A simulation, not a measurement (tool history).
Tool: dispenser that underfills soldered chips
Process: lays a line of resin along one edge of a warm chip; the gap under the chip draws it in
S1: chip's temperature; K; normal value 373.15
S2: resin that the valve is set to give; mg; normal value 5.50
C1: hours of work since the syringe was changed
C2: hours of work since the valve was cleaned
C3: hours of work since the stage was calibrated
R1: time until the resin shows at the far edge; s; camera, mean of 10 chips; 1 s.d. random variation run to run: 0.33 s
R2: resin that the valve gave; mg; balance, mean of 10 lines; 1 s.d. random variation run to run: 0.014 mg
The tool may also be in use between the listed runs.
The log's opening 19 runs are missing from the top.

run   hour      S1    S2  C1  C2   C3    R1    R2
 20  109.4  372.15  5.50   9  14  252  23.7  5.47
     114.2  -- new syringe of resin
 21  115.2  373.15  6.77   1  18  255  11.8  6.73
 22  122.5  373.15  6.77   6  23  260  17.5  6.72
 23  127.5  378.15  5.62   9  26  264  18.7  5.58
     131.9  -- new syringe of resin
 24  131.9  365.15  5.73   0  29  266  15.8  5.68
 25  138.5  365.15  5.73   4  33  271  21.2  5.64
 26  144.4  365.15  5.73   8  37  275  28.3  5.66
     149.9  -- new syringe of resin
 27  150.7  363.15  5.76   1  41  279  16.7  5.67
 28  154.4  383.15  6.42   3  44  281  10.7  6.30
 29  161.9  381.15  5.50   8  49  286  15.4  5.41
 30  167.2  366.15  5.50  12  53  290  35.3  5.39
     168.2  -- new syringe of resin
 31  172.9  366.15  5.50   3  56  294  19.1  5.38
 32  180.2  366.15  5.50   8  61  298  26.6  5.37
 33  184.0  366.15  5.50  11  64  301  32.0  5.36
     186.2  -- new syringe of resin
 34  190.6  366.15  5.50   3  68  305  18.0  5.37

Each row is a separate what-if for the run after 34, all from the same tool condition, not one after another. Results?
  A  197.9  373.15  5.78   8  73  310   ?   ?
  B  197.9  372.15  6.16   8  73  310   ?   ?
  C  197.9  360.15  5.50   8  73  310   ?   ?
  D  197.9  373.15  6.90   8  73  310   ?   ?
  E  197.9  362.15  5.43   8  73  310   ?   ?

run    R1    R2
  A  21.0  5.65
  B  21.2  5.99
  C  32.4  5.38
  D  19.6  6.73
  E  30.4  5.28
What these runs would have given with no unlogged condition in the tool:
run    R1    R2
  A  13.1  5.80
  B  13.3  6.15
  C  19.7  5.52
  D  12.0  6.90
  E  18.7  5.42
